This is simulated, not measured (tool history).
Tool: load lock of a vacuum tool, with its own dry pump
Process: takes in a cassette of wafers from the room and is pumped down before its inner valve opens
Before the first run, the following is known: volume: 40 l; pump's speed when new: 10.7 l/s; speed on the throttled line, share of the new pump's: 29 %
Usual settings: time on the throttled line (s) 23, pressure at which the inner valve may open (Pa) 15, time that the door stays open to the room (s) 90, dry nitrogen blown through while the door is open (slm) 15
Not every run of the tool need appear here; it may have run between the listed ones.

| run | hour | time on the throttled line (s) | pressure at which the inner valve may open (Pa) | time that the door stays open to the room (s) | dry nitrogen blown through while the door is open (slm) | incoming humidity of the room's air, % | time from the closed door until the inner valve may open (s) | rise of the pressure with all valves shut (Pa/min) |
|---|---|---|---|---|---|---|---|---|
| 1 | 0.0 | 23 | 15 | 90 | 15 | 45.9 | 51.9 | 0.058 |
| 2 | 172.6 | 23 | 15 | 90 | 15 | 45.5 | 52.8 | 0.057 |
| 3 | 355.1 | 32 | 15 | 90 | 15 | 44.7 | 59.2 | 0.057 |
| 4 | 523.8 | 32 | 15 | 90 | 15 | 43.7 | 59.0 | 0.059 |
| 5 | 610.4 | 32 | 15 | 90 | 15 | 43.7 | 59.3 | 0.055 |
| 6 | 711.8 | 23 | 15 | 90 | 15 | 40.4 | 53.3 | 0.060 |
| 7 | 866.0 | 23 | 15 | 60 | 15 | 45.7 | 54.5 | 0.050 |
| 8 | 956.5 | 23 | 15 | 234 | 15 | 48.2 | 53.2 | 0.113 |
| 9 | 1100.7 | 23 | 11 | 90 | 15 | 46.1 | 55.4 | 0.070 |
| 10 | 1211.9 | 23 | 15 | 90 | 15 | 45.7 | 54.7 | 0.070 |
| 11 | 1401.6 | 23 | 15 | 90 | 15 | 44.5 | 54.0 | 0.067 |
| 12 | 1587.3 | 23 | 15 | 90 | 15 | 46.2 | 54.3 | 0.069 |
| 13 | 1776.0 | 14 | 15 | 90 | 15 | 44.1 | 48.4 | 0.070 |
| 14 | 1931.3 | 14 | 15 | 90 | 15 | 42.3 | 49.2 | 0.068 |
| 15 | 2069.4 | 14 | 15 | 90 | 15 | 43.4 | 49.0 | 0.074 |
| 16 | 2231.0 | 23 | 15 | 90 | 15 | 43.5 | 55.5 | 0.073 |
| 17 | 2408.4 | 23 | 15 | 90 | 15 | 41.9 | 55.3 | 0.078 |
| 18 | 2529.6 | 23 | 15 | 40 | 15 | 44.6 | 55.4 | 0.057 |
| 19 | 2701.4 | 35 | 15 | 43 | 36 | 41.0 | 63.5 | 0.047 |
| 20 | 2873.6 | 23 | 17 | 85 | 15 | 44.5 | 55.4 | 0.080 |
| 21 | 2980.3 | 23 | 17 | 85 | 15 | 46.7 | 54.3 | 0.082 |
| 22 | 3110.5 | 32 | 17 | 114 | 15 | 44.9 | 61.5 | 0.091 |
| 23 | 3298.1 | 32 | 17 | 26 | 42 | 44.6 | 61.5 | 0.055 |
| 24 | 3473.4 | 32 | 17 | 26 | 42 | 44.3 | 62.1 | 0.055 |
| 25 | 3582.0 | 32 | 17 | 41 | 42 | 44.6 | 62.1 | 0.055 |
| 26 | 3705.4 | 32 | 17 | 41 | 42 | 46.4 | 62.2 | 0.059 |
| 27 | 3904.6 | 32 | 17 | 41 | 42 | 45.9 | 62.5 | 0.064 |
| 28 | 4076.9 | 23 | 16 | 81 | 13 | 47.6 | 57.6 | 0.095 |
| 29 | 4201.2 | 23 | 21 | 106 | 38 | 46.7 | 55.6 | 0.070 |
| 30 | 4353.3 | 23 | 21 | 106 | 38 | 48.4 | 56.5 | 0.080 |
| 31 | 4464.0 | 23 | 27 | 161 | 38 | 48.3 | 54.4 | 0.091 |
| 32 | 4670.2 | 23 | 27 | 161 | 38 | 41.6 | 54.7 | 0.084 |
| 33 | 4830.7 | 23 | 27 | 161 | 38 | 46.7 | 55.2 | 0.088 |
| 34 | 4960.6 | 23 | 27 | 161 | 38 | 42.0 | 55.7 | 0.090 |
| 35 | 5095.5 | 25 | 27 | 161 | 38 | 44.9 | 56.8 | 0.091 |
| 36 | 5220.8 | 25 | 27 | 161 | 38 | 45.4 | 57.5 | 0.091 |

Here are 3 independent what-if runs from the current tool condition. What would each one return?
| A | 5385.7 | 32 | 16 | 61 | 38 | 46.1 | ? | ? |
| B | 5385.7 | 24 | 26 | 90 | 33 | 42.0 | ? | ? |
| C | 5385.7 | 16 | 16 | 161 | 38 | 48.1 | ? | ? |

| run | time from the closed door until the inner valve may open (s) | rise of the pressure with all valves shut (Pa/min) |
|---|---|---|
| A | 65.3 | 0.077 |
| B | 57.0 | 0.084 |
| C | 54.4 | 0.094 |
With the hidden condition removed and each run's random variation left untouched, the same runs would have given:
| run | time from the closed door until the inner valve may open (s) | rise of the pressure with all valves shut (Pa/min) |
|---|---|---|
| A | 56.6 | 0.018 |
| B | 48.3 | 0.025 |
| C | 44.2 | 0.036 |

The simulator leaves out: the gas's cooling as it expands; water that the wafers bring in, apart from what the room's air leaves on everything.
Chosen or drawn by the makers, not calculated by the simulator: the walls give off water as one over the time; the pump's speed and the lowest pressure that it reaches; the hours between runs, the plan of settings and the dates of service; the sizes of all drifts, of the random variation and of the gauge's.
